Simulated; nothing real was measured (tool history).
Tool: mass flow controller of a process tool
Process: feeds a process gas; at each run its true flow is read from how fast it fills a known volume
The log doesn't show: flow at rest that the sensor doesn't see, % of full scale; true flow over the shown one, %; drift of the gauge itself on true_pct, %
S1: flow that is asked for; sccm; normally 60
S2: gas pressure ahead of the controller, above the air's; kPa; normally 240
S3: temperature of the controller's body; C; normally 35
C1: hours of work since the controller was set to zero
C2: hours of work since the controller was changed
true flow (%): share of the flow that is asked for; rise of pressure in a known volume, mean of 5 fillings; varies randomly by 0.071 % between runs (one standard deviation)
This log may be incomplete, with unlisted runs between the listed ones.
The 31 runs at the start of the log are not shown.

{"run": 32, "hour": 11967.3, "S1": 52, "S2": 151, "S3": 25, "C1": 7523, "C2": 7523, "true flow (%)": 95.67}
{"hour": 12046.5, "done": "controller exchanged for a calibrated one"}
{"run": 33, "hour": 12362.8, "S1": 50, "S2": 240, "S3": 35, "C1": 157, "C2": 157, "true flow (%)": 100.21}
{"run": 34, "hour": 12792.7, "S1": 50, "S2": 183, "S3": 27, "C1": 370, "C2": 370, "true flow (%)": 99.47}
{"run": 35, "hour": 13046.7, "S1": 50, "S2": 183, "S3": 27, "C1": 496, "C2": 496, "true flow (%)": 99.36}
{"run": 36, "hour": 13561.9, "S1": 131, "S2": 157, "S3": 25, "C1": 751, "C2": 751, "true flow (%)": 99.77}
{"run": 37, "hour": 14021.2, "S1": 84, "S2": 240, "S3": 35, "C1": 979, "C2": 979, "true flow (%)": 99.96}
{"run": 38, "hour": 14504.6, "S1": 31, "S2": 147, "S3": 31, "C1": 1219, "C2": 1219, "true flow (%)": 99.48}
{"run": 39, "hour": 14838.3, "S1": 66, "S2": 278, "S3": 31, "C1": 1384, "C2": 1384, "true flow (%)": 98.99}

3 ways to go on from here, each from the tool as it stands after run 39. What would each give?
{"run": "A", "hour": 15248.1, "S1": 66, "S2": 278, "S3": 38, "C1": 1588, "C2": 1588, "true flow (%)": "?"}
{"run": "B", "hour": 15248.1, "S1": 66, "S2": 278, "S3": 31, "C1": 1588, "C2": 1588, "true flow (%)": "?"}
{"run": "C", "hour": 15248.1, "S1": 38, "S2": 267, "S3": 27, "C1": 1588, "C2": 1588, "true flow (%)": "?"}

run=A true_flow_(%)=99.72
run=B true_flow_(%)=99.01
run=C true_flow_(%)=98.13
Without the tool's hidden state the same runs would have given:
run=A true_flow_(%)=100.47
run=B true_flow_(%)=99.76
run=C true_flow_(%)=99.22

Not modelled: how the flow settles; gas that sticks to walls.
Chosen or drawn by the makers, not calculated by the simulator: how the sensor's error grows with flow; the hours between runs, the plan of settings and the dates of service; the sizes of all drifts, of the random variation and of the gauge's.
